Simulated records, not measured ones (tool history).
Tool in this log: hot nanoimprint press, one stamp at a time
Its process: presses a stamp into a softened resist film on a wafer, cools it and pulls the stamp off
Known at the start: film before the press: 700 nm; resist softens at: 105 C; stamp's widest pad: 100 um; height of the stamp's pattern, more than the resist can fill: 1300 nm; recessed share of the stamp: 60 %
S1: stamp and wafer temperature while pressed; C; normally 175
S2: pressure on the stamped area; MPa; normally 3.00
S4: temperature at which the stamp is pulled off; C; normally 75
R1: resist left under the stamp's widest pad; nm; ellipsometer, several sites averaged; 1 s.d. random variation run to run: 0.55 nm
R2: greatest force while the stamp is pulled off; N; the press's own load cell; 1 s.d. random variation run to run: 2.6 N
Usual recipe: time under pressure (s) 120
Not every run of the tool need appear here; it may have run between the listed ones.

{"run": 1, "hour": 0.0, "S1": 175, "S2": 3.0, "time under pressure (s)": 120, "S4": 75, "R1": 278.0, "R2": 121}
{"run": 2, "hour": 21.2, "S1": 175, "S2": 3.0, "time under pressure (s)": 120, "S4": 64, "R1": 275.4, "R2": 142}
{"run": 3, "hour": 38.3, "S1": 175, "S2": 3.0, "time under pressure (s)": 120, "S4": 75, "R1": 276.2, "R2": 120}
{"run": 4, "hour": 56.4, "S1": 175, "S2": 3.0, "time under pressure (s)": 120, "S4": 82, "R1": 276.5, "R2": 110}
{"run": 5, "hour": 83.9, "S1": 175, "S2": 3.0, "time under pressure (s)": 120, "S4": 82, "R1": 276.0, "R2": 113}
{"run": 6, "hour": 103.1, "S1": 175, "S2": 3.0, "time under pressure (s)": 183, "S4": 82, "R1": 235.3, "R2": 110}
{"run": 7, "hour": 132.1, "S1": 175, "S2": 3.0, "time under pressure (s)": 183, "S4": 82, "R1": 235.3, "R2": 112}
{"run": 8, "hour": 158.7, "S1": 175, "S2": 3.0, "time under pressure (s)": 183, "S4": 82, "R1": 234.6, "R2": 113}
{"run": 9, "hour": 194.0, "S1": 175, "S2": 3.0, "time under pressure (s)": 104, "S4": 82, "R1": 289.0, "R2": 112}
{"run": 10, "hour": 208.4, "S1": 175, "S2": 3.0, "time under pressure (s)": 104, "S4": 82, "R1": 288.5, "R2": 111}
{"run": 11, "hour": 239.5, "S1": 175, "S2": 3.0, "time under pressure (s)": 104, "S4": 82, "R1": 287.9, "R2": 110}
{"run": 12, "hour": 266.8, "S1": 175, "S2": 3.0, "time under pressure (s)": 104, "S4": 82, "R1": 286.8, "R2": 112}
{"run": 13, "hour": 301.1, "S1": 180, "S2": 3.0, "time under pressure (s)": 120, "S4": 75, "R1": 224.3, "R2": 118}
{"run": 14, "hour": 323.7, "S1": 175, "S2": 3.0, "time under pressure (s)": 120, "S4": 75, "R1": 272.0, "R2": 121}
{"run": 15, "hour": 339.4, "S1": 175, "S2": 3.0, "time under pressure (s)": 120, "S4": 75, "R1": 271.3, "R2": 124}
{"run": 16, "hour": 362.1, "S1": 175, "S2": 3.0, "time under pressure (s)": 120, "S4": 75, "R1": 272.2, "R2": 130}
{"run": 17, "hour": 397.4, "S1": 175, "S2": 3.0, "time under pressure (s)": 120, "S4": 75, "R1": 270.9, "R2": 128}
{"run": 18, "hour": 420.1, "S1": 175, "S2": 2.02, "time under pressure (s)": 120, "S4": 75, "R1": 331.7, "R2": 125}
{"run": 19, "hour": 448.0, "S1": 178, "S2": 3.0, "time under pressure (s)": 200, "S4": 70, "R1": 202.6, "R2": 131}
{"run": 20, "hour": 468.2, "S1": 178, "S2": 3.0, "time under pressure (s)": 200, "S4": 70, "R1": 201.9, "R2": 130}
{"run": 21, "hour": 497.8, "S1": 178, "S2": 3.0, "time under pressure (s)": 200, "S4": 70, "R1": 202.8, "R2": 124}
{"run": 22, "hour": 522.8, "S1": 171, "S2": 2.4, "time under pressure (s)": 154, "S4": 61, "R1": 330.9, "R2": 141}
{"run": 23, "hour": 553.7, "S1": 172, "S2": 2.4, "time under pressure (s)": 89, "S4": 73, "R1": 381.3, "R2": 128}
{"run": 24, "hour": 577.1, "S1": 165, "S2": 3.0, "time under pressure (s)": 162, "S4": 75, "R1": 368.9, "R2": 121}
{"run": 25, "hour": 593.0, "S1": 164, "S2": 3.0, "time under pressure (s)": 120, "S4": 77, "R1": 421.6, "R2": 125}
{"run": 26, "hour": 621.1, "S1": 168, "S2": 3.0, "time under pressure (s)": 120, "S4": 77, "R1": 359.7, "R2": 116}
{"run": 27, "hour": 655.2, "S1": 174, "S2": 2.21, "time under pressure (s)": 120, "S4": 75, "R1": 332.5, "R2": 127}
{"run": 28, "hour": 686.2, "S1": 174, "S2": 3.24, "time under pressure (s)": 169, "S4": 75, "R1": 240.2, "R2": 125}
{"run": 29, "hour": 707.6, "S1": 174, "S2": 3.24, "time under pressure (s)": 236, "S4": 76, "R1": 210.6, "R2": 120}
{"run": 30, "hour": 737.7, "S1": 175, "S2": 3.36, "time under pressure (s)": 120, "S4": 75, "R1": 256.0, "R2": 120}
{"run": 31, "hour": 755.0, "S1": 175, "S2": 3.36, "time under pressure (s)": 120, "S4": 75, "R1": 255.4, "R2": 123}

Not shown here: 5 entries made in the log between runs. Locate each between two listed runs and compare the hidden state at the listed run before it with the hidden state at the listed run after it:
After run 8, before run 9: stamp cleaned and given a new release coat (hour 185.8)
  grip of the stamp's worn release coat, % over a new coat's: 0.6 -> 0; drift of the gauge itself on residual_nm, %: -0.87 -> -1.03
  measured minus no-state result, R1: -2.0 -> -3.0 nm
After run 16, before run 17: plate thermocouple calibrated (hour 381.2); press's hydraulic seals changed and the load cell set to zero (hour 392.3)
  true temperature over the reading, C: 0.01 -> 0; pressure that arrives at the usual setting, %: 99.98 -> 99.99; grip of the stamp's worn release coat, % over a new coat's: 0.3 -> 0.4; drift of the gauge itself on residual_nm, %: -1.95 -> -2.08
  measured minus no-state result, R1: -5.4 -> -5.7 nm
After run 18, before run 19: gauge calibrated (hour 424.7)
  grip of the stamp's worn release coat, % over a new coat's: 0.4 -> 0.5; drift of the gauge itself on residual_nm, %: -2.21 -> -0.13
  measured minus no-state result, R1: -7.4 -> -0.2 nm
After run 22, before run 23: stamp cleaned and given a new release coat (hour 531.1)
  grip of the stamp's worn release coat, % over a new coat's: 0.6 -> 0; drift of the gauge itself on residual_nm, %: -0.54 -> -0.67
  measured minus no-state result, R1: -1.8 -> -2.6 nm

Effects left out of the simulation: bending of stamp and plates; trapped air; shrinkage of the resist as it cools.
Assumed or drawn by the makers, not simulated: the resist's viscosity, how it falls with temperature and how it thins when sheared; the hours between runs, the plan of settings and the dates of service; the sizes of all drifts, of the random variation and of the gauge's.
